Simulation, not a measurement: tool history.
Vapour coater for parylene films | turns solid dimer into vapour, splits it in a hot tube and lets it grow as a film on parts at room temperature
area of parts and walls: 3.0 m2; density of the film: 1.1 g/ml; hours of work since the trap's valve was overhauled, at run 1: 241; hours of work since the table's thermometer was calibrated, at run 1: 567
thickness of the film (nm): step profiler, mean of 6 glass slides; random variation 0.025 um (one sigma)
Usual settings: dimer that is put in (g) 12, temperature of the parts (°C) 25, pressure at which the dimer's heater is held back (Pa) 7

run	hour	dimer that is put in (g)	temperature of the parts (°C)	pressure at which the dimer's heater is held back (Pa)	hours of work since the trap's valve was overhauled	hours of work since the table's thermometer was calibrated	thickness of the film (nm)
1	0	12	25	7	241	567	1870
2	38	12	31	7	269	595	1570
3	67	12	31	7	290	616	1500
4	102.5	12	31	10.54	316	642	1480
5	131.9	12	36	7	338	663	1290
6	157.7	12	36	7	356	682	1360
7	183.5	12	30	7	375	701	1620
8	218.8	12	27	7	401	727	1740
9	258	12	25	3.83	430	755	2080
10	278.4	12	26	3.83	445	770	1980
11	312.7	12	25	7	470	795	1830
12	332.9	12	28	7	484	810	1700
13	354.2	14	25	7	500	825	2180
14	377.2	14	25	7	517	842	2160
15	398.2	14	25	7	532	858	2150
16	420.2	14	25	7	548	874	2210
# hour 436.2: trap's valve overhauled
17	459	14	25	7	17	899	2180
18	476.3	14	25	7	29	912	2180
19	514.5	14	25	7	57	940	2150
20	532.5	14	25	7	70	953	2130
21	556.2	14	25	7	88	970	2180
22	581	14	25	7	106	988	2150
23	597.8	19	27	11.49	118	1000	2570
24	628.4	13	34	2.84	140	1023	1740
25	655.4	13	34	2.84	160	1042	1800
26	677.4	16	20	5.66	176	1059	2980
27	696.1	7	28	2.04	190	1072	1200
28	718.3	7	31	2.22	206	1088	1110
29	737.9	7	35	2.22	220	1103	970
30	765.9	11	17	7	241	1123	2170
31	804.7	12	26	2.14	269	1151	2190
32	825	13	20	9.94	284	1166	2220
33	852.6	13	20	9.94	304	1186	2240
34	885.5	5	20	3.78	328	1210	960
35	915.6	12	22	7	350	1232	2030
36	940.2	15	24	2.6	368	1250	2800
37	965.5	15	24	2.6	386	1269	2820
38	981.8	15	33	9.77	398	1281	1720
39	1014.5	15	21	6.17	422	1305	2570
40	1048.6	15	21	6.17	447	1329	2630

Hidden state at the last listed run before each entry between runs and at the first one after, where it differs:
Between runs 16 and 17: trap's valve overhauled (hour 436.2)
  vapour lost through the trap's worn valve, %: 0.7 -> 0
  measured less the result without the state, thickness of the film (nm): -20 -> -10
